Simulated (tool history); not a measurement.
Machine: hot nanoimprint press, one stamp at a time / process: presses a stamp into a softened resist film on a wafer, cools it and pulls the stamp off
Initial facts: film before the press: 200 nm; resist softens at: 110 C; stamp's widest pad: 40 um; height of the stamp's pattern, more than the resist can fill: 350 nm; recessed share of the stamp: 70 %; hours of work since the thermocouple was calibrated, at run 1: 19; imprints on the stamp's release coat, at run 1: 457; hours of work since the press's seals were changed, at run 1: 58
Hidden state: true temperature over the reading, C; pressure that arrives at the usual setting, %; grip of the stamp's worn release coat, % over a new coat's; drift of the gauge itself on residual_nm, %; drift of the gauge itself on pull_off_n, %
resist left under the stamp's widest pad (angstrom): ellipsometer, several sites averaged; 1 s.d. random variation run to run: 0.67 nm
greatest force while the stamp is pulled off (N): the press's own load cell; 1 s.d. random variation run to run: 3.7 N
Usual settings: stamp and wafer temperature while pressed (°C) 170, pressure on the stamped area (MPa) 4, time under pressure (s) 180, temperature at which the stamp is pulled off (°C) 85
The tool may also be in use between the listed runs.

| run | hour | stamp and wafer temperature while pressed (°C) | pressure on the stamped area (MPa) | time under pressure (s) | temperature at which the stamp is pulled off (°C) | hours of work since the thermocouple was calibrated | imprints on the stamp's release coat | hours of work since the press's seals were changed | resist left under the stamp's widest pad (angstrom) | greatest force while the stamp is pulled off (N) |
|---|---|---|---|---|---|---|---|---|---|---|
| 1 | 0 | 170 | 4 | 180 | 85 | 19 | 457 | 58 | 772 | 202 |
| 2 | 14.2 | 170 | 4 | 180 | 85 | 25 | 476 | 64 | 772 | 194 |
| 3 | 26.5 | 170 | 4 | 180 | 85 | 30 | 493 | 69 | 760 | 204 |
| 4 | 49 | 170 | 4 | 180 | 85 | 39 | 523 | 78 | 757 | 204 |
| 5 | 69.8 | 170 | 5.38 | 180 | 85 | 48 | 551 | 86 | 642 | 209 |
| 6 | 81.3 | 170 | 4 | 264 | 85 | 53 | 567 | 91 | 656 | 197 |
| 7 | 101 | 170 | 4 | 95 | 85 | 61 | 593 | 99 | 962 | 203 |
| 8 | 112.6 | 170 | 4 | 95 | 85 | 65 | 609 | 104 | 951 | 204 |
| 9 | 123.9 | 170 | 4 | 95 | 85 | 70 | 624 | 109 | 959 | 202 |
| 10 | 134.7 | 170 | 4 | 95 | 85 | 74 | 639 | 113 | 947 | 197 |
| 11 | 153.8 | 170 | 4 | 95 | 85 | 82 | 665 | 121 | 939 | 208 |
| 12 | 174.9 | 170 | 3.87 | 180 | 85 | 91 | 693 | 129 | 763 | 204 |
| 13 | 197 | 170 | 3.87 | 180 | 85 | 100 | 723 | 138 | 764 | 207 |
| 14 | 207.5 | 181 | 4 | 180 | 85 | 104 | 737 | 143 | 390 | 209 |
| 15 | 217.5 | 170 | 4 | 296 | 85 | 108 | 751 | 147 | 615 | 206 |
| 16 | 241.5 | 170 | 4 | 163 | 88 | 118 | 783 | 157 | 774 | 201 |
| 17 | 253.6 | 172 | 4 | 140 | 84 | 123 | 799 | 161 | 718 | 204 |
| 18 | 276.4 | 166 | 2.73 | 135 | 77 | 132 | 830 | 171 | 1223 | 240 |
| 19 | 299.5 | 166 | 2.73 | 135 | 77 | 142 | 861 | 180 | 1195 | 252 |
| 20 | 310.1 | 173 | 2.87 | 219 | 88 | 146 | 875 | 185 | 687 | 206 |
| 21 | 328.8 | 173 | 2.87 | 219 | 88 | 154 | 901 | 192 | 677 | 204 |
| 22 | 343.6 | 172 | 2.87 | 219 | 83 | 160 | 921 | 198 | 722 | 218 |

Estimate the outcome of run 23 from the log above:
| 23 | 364.4 | 170 | 6.36 | 180 | 78 | 168 | 949 | 207 | ? | ? |

resist left under the stamp's widest pad (angstrom): 582
greatest force while the stamp is pulled off (N): 246
The same run, on a tool lacking any hidden state, would have yielded resist left under the stamp's widest pad (angstrom) 594, greatest force while the stamp is pulled off (N) 206.
